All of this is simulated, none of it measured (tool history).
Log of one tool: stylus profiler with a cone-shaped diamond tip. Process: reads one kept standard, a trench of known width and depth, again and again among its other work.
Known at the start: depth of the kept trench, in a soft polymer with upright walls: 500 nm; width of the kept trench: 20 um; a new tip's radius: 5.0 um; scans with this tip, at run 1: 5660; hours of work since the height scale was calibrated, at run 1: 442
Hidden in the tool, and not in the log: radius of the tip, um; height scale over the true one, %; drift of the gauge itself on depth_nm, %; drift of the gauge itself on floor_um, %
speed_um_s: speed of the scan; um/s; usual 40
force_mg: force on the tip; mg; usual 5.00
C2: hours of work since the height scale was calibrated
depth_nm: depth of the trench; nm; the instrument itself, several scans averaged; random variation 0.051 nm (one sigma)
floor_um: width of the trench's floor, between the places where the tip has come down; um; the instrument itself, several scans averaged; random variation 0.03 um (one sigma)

run 1 hour=0.0 | speed_um_s=40 force_mg=5.00 | scans_with_this_tip=5660 C2=442 | depth_nm=509.49 floor_um=15.59
run 2 hour=12.6 | speed_um_s=40 force_mg=5.00 | scans_with_this_tip=5785 C2=451 | depth_nm=509.41 floor_um=15.61
run 3 hour=19.7 | speed_um_s=40 force_mg=5.00 | scans_with_this_tip=5855 C2=457 | depth_nm=509.49 floor_um=15.52
run 4 hour=27.5 | speed_um_s=40 force_mg=5.00 | scans_with_this_tip=5932 C2=463 | depth_nm=509.48 floor_um=15.59
run 5 hour=37.0 | speed_um_s=40 force_mg=5.00 | scans_with_this_tip=6027 C2=470 | depth_nm=509.43 floor_um=15.58
run 6 hour=47.9 | speed_um_s=40 force_mg=5.00 | scans_with_this_tip=6135 C2=479 | depth_nm=509.47 floor_um=15.62
run 7 hour=61.1 | speed_um_s=40 force_mg=5.00 | scans_with_this_tip=6266 C2=489 | depth_nm=509.48 floor_um=15.62
run 8 hour=71.5 | speed_um_s=40 force_mg=5.00 | scans_with_this_tip=6368 C2=497 | depth_nm=509.37 floor_um=15.50
run 9 hour=80.8 | speed_um_s=40 force_mg=5.00 | scans_with_this_tip=6461 C2=504 | depth_nm=509.43 floor_um=15.59
run 10 hour=95.0 | speed_um_s=40 force_mg=5.00 | scans_with_this_tip=6602 C2=515 | depth_nm=509.48 floor_um=15.57
run 11 hour=105.4 | speed_um_s=40 force_mg=5.00 | scans_with_this_tip=6705 C2=523 | depth_nm=509.48 floor_um=15.56
run 12 hour=116.4 | speed_um_s=40 force_mg=5.00 | scans_with_this_tip=6814 C2=532 | depth_nm=509.47 floor_um=15.57
run 13 hour=123.6 | speed_um_s=40 force_mg=5.00 | scans_with_this_tip=6885 C2=537 | depth_nm=509.41 floor_um=15.56
run 14 hour=136.5 | speed_um_s=40 force_mg=5.00 | scans_with_this_tip=7013 C2=547 | depth_nm=509.53 floor_um=15.62
run 15 hour=148.3 | speed_um_s=40 force_mg=3.35 | scans_with_this_tip=7131 C2=556 | depth_nm=507.17 floor_um=15.55
run 16 hour=162.5 | speed_um_s=40 force_mg=3.35 | scans_with_this_tip=7271 C2=567 | depth_nm=507.32 floor_um=15.57
run 17 hour=170.3 | speed_um_s=40 force_mg=9.57 | scans_with_this_tip=7348 C2=573 | depth_nm=514.69 floor_um=15.60
run 18 hour=177.9 | speed_um_s=40 force_mg=9.57 | scans_with_this_tip=7424 C2=579 | depth_nm=514.63 floor_um=15.59
run 19 hour=187.0 | speed_um_s=16 force_mg=9.57 | scans_with_this_tip=7514 C2=586 | depth_nm=514.59 floor_um=15.63
run 20 hour=197.2 | speed_um_s=40 force_mg=8.33 | scans_with_this_tip=7615 C2=594 | depth_nm=513.34 floor_um=15.58
run 21 hour=208.9 | speed_um_s=39 force_mg=4.07 | scans_with_this_tip=7731 C2=603 | depth_nm=508.15 floor_um=15.53
run 22 hour=222.9 | speed_um_s=40 force_mg=3.78 | scans_with_this_tip=7870 C2=614 | depth_nm=507.94 floor_um=15.53
run 23 hour=232.9 | speed_um_s=40 force_mg=3.78 | scans_with_this_tip=7969 C2=622 | depth_nm=507.80 floor_um=15.57
run 24 hour=242.7 | speed_um_s=71 force_mg=4.23 | scans_with_this_tip=8067 C2=629 | depth_nm=508.54 floor_um=15.53
run 25 hour=255.7 | speed_um_s=71 force_mg=4.23 | scans_with_this_tip=8195 C2=639 | depth_nm=508.38 floor_um=15.50
run 26 hour=263.4 | speed_um_s=40 force_mg=5.97 | scans_with_this_tip=8271 C2=645 | depth_nm=510.57 floor_um=15.60
run 27 hour=269.7 | speed_um_s=10 force_mg=3.82 | scans_with_this_tip=8334 C2=650 | depth_nm=507.90 floor_um=15.55
run 28 hour=284.5 | speed_um_s=117 force_mg=6.92 | scans_with_this_tip=8480 C2=662 | depth_nm=511.81 floor_um=15.50
run 29 hour=296.8 | speed_um_s=91 force_mg=2.15 | scans_with_this_tip=8603 C2=671 | depth_nm=505.36 floor_um=15.41
run 30 hour=306.9 | speed_um_s=91 force_mg=2.15 | scans_with_this_tip=8703 C2=679 | depth_nm=505.39 floor_um=15.41
run 31 hour=316.1 | speed_um_s=98 force_mg=2.81 | scans_with_this_tip=8794 C2=686 | depth_nm=506.35 floor_um=15.45
run 32 hour=331.2 | speed_um_s=45 force_mg=9.40 | scans_with_this_tip=8944 C2=698 | depth_nm=514.42 floor_um=15.56
run 33 hour=341.2 | speed_um_s=118 force_mg=6.40 | scans_with_this_tip=9043 C2=706 | depth_nm=511.25 floor_um=15.47
run 34 hour=353.4 | speed_um_s=118 force_mg=13.36 | scans_with_this_tip=9164 C2=715 | depth_nm=518.27 floor_um=15.52
run 35 hour=366.4 | speed_um_s=118 force_mg=13.36 | scans_with_this_tip=9293 C2=725 | depth_nm=518.25 floor_um=15.52
run 36 hour=381.6 | speed_um_s=68 force_mg=1.75 | scans_with_this_tip=9444 C2=737 | depth_nm=504.77 floor_um=15.48
run 37 hour=395.0 | speed_um_s=12 force_mg=1.83 | scans_with_this_tip=9577 C2=747 | depth_nm=504.81 floor_um=15.62
run 38 hour=403.0 | speed_um_s=11 force_mg=11.81 | scans_with_this_tip=9656 C2=753 | depth_nm=516.84 floor_um=15.59
run 39 hour=416.3 | speed_um_s=11 force_mg=11.81 | scans_with_this_tip=9787 C2=764 | depth_nm=516.87 floor_um=15.62
run 40 hour=428.7 | speed_um_s=29 force_mg=6.68 | scans_with_this_tip=9911 C2=773 | depth_nm=511.55 floor_um=15.57

Forecast each of these 3 alternatives for the next run:
run A hour=442.2 | speed_um_s=18 force_mg=5.67 | scans_with_this_tip=10045 C2=784 | depth_nm=? floor_um=?
run B hour=442.2 | speed_um_s=33 force_mg=5.00 | scans_with_this_tip=10045 C2=784 | depth_nm=? floor_um=?
run C hour=442.2 | speed_um_s=136 force_mg=6.68 | scans_with_this_tip=10045 C2=784 | depth_nm=? floor_um=?

run=A depth_nm=510.33 floor_um=15.60
run=B depth_nm=509.43 floor_um=15.58
run=C depth_nm=511.57 floor_um=15.49
Without the tool's hidden state the same runs would have given:
run=A depth_nm=510.32 floor_um=15.63
run=B depth_nm=509.42 floor_um=15.61
run=C depth_nm=511.56 floor_um=15.51

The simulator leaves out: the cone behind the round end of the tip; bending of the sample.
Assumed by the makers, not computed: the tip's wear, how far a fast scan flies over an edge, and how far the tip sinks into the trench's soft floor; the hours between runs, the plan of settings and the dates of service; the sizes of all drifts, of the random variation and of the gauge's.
